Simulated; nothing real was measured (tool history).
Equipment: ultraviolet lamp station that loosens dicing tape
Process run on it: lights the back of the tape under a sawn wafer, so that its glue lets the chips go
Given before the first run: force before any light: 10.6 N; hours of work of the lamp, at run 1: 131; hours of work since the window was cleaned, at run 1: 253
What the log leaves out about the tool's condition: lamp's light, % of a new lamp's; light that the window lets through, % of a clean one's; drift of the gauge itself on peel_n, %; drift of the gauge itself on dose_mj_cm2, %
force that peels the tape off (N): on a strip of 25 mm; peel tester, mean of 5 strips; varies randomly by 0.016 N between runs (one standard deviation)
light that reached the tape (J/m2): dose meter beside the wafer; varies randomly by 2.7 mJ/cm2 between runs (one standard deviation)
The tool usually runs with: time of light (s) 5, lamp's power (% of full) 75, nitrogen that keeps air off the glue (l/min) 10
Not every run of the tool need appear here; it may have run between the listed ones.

run   hour  time of light (s)  lamp's power (% of full)  nitrogen that keeps air off the glue (l/min)  hours of work of the lamp  hours of work since the window was cleaned  force that peels the tape off (N)  light that reached the tape (J/m2)
  1    0.0                  5                        75                                            10                        131                                         253                              0.997                                3230
  2   18.8                  5                        75                                            10                        145                                         268                              0.993                                3240
  3   37.7                  5                        75                                             3                        160                                         282                              2.367                                3280
  4   65.3                  5                        89                                            10                        181                                         304                              0.732                                3770
  5   90.1                  5                        89                                            10                        200                                         323                              0.724                                3690
  6  131.9                  5                        89                                            15                        233                                         355                              0.560                                3650
     142.9  -- window cleaned of glue's vapour
  7  177.1                  5                        89                                            15                        267                                          26                              0.467                                4100
  8  215.8                  5                        75                                            10                        297                                          56                              0.888                                3410
  9  260.1                  5                        79                                            10                        331                                          90                              0.839                                3410
 10  281.7                  3                        79                                            10                        348                                         107                              2.227                                2070
 11  326.2                  5                        75                                            10                        382                                         142                              1.021                                3240
 12  365.1                  5                        75                                            10                        412                                         172                              1.056                                3140
 13  409.4                  5                        75                                            10                        446                                         206                              1.108                                3130
 14  441.2                  5                        75                                            10                        471                                         230                              1.149                                3080
 15  469.2                  3                        66                                             4                        493                                         252                              4.685                                1610
 16  509.2                  3                        86                                            10                        524                                         283                              2.203                                2060
 17  535.6                  2                        86                                             9                        544                                         303                              4.004                                1330
 18  557.1                  2                        86                                             9                        561                                         320                              3.994                                1380
 19  585.8                  2                        90                                             4                        583                                         342                              5.182                                1350
 20  608.8                  2                        90                                             4                        600                                         360                              5.212                                1380
     614.9  -- window cleaned of glue's vapour
 21  646.7                  2                        90                                             4                        629                                          25                              4.619                                1500
 22  688.5                  2                        90                                             4                        662                                          57                              4.810                                1520
 23  708.0                  2                        90                                             4                        677                                          72                              4.834                                1490
 24  747.8                  5                        63                                            14                        707                                         103                              1.301                                2600
 25  775.1                  4                        81                                            10                        728                                         124                              1.531                                2570
 26  812.4                  4                        64                                             7                        757                                         152                              2.774                                2020
 27  851.7                  4                        64                                             7                        788                                         183                              2.785                                1980
 28  894.3                  7                        89                                            17                        820                                         216                              0.274                                4720

Here are 5 independent what-if runs from the current tool condition. What would each one return?
  A  931.5                  4                        78                                             8                        849                                         244                                  ?                                   ?
  B  931.5                  4                        87                                             9                        849                                         244                                  ?                                   ?
  C  931.5                  4                        89                                            17                        849                                         244                                  ?                                   ?
  D  931.5                  7                        60                                            17                        849                                         244                                  ?                                   ?
  E  931.5                  3                        95                                             5                        849                                         244                                  ?                                   ?

run  force that peels the tape off (N)  light that reached the tape (J/m2)
  A                              2.119                                2340
  B                              1.629                                2630
  C                              1.059                                2670
  D                              0.745                                3180
  E                              3.158                                2110
Stripped of hidden state, with their random variation kept, the same runs would have yielded:
run  force that peels the tape off (N)  light that reached the tape (J/m2)
  A                              1.311                                3090
  B                              0.951                                3460
  C                              0.570                                3520
  D                              0.386                                4180
  E                              2.159                                2790
